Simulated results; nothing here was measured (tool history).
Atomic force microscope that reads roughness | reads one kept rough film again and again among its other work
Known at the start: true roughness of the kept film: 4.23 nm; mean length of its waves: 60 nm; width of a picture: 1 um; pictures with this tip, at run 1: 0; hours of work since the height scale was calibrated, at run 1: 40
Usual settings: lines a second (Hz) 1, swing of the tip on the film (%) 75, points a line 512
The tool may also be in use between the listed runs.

run,hour,lines a second (Hz),swing of the tip on the film (%),points a line,pictures with this tip,hours of work since the height scale was calibrated,roughness of the kept film (nm (root mean square))
1,0,1,75,512,0,40,3.861
2,10.3,1,75,512,12,45,3.853
3,16.4,1,75,340,18,48,3.839
4,26.5,1,75,512,29,52,3.827
5,33.2,1.07,75,512,37,55,3.805
6,42.1,1.07,75,512,46,59,3.798
7,46.9,1,75,512,52,61,3.828
8,54.1,1,75,512,60,64,3.807
9,60,1,86,512,66,67,3.652
10,66.4,1,75,275,73,70,3.794
# hour 68.2: height scale calibrated on a step standard
11,77.6,1,75,442,84,4,3.803
12,85.1,1,75,442,92,8,3.769
13,95.6,1.19,84,886,104,12,3.589
# hour 97.6: height scale calibrated on a step standard, once more
14,103.6,1.19,84,886,111,3,3.619
15,110.5,1,75,381,119,6,3.763
16,115,2.41,75,559,124,8,3.47
17,125.1,2.48,75,307,135,12,3.48
18,135.4,2.48,75,307,146,17,3.465
19,146,1,68,762,158,22,3.855
20,156.4,1.97,75,512,169,26,3.552
21,164.2,1,64,492,178,30,3.872
22,171.7,1.45,87,512,186,33,3.411
23,179.8,2.56,76,512,195,37,3.391
24,188.6,2.56,76,512,204,41,3.405

3 ways to go on from here, each from the tool as it stands after run 24. What would each give?
A,198.4,2.56,58,512,215,45,?
B,198.4,0.73,83,332,215,45,?
C,198.4,0.74,65,311,215,45,?

run,roughness of the kept film (nm (root mean square))
A,3.75
B,3.691
C,3.86
Without the tool's hidden state the same runs would have given:
run,roughness of the kept film (nm (root mean square))
A,3.862
B,3.801
C,3.976
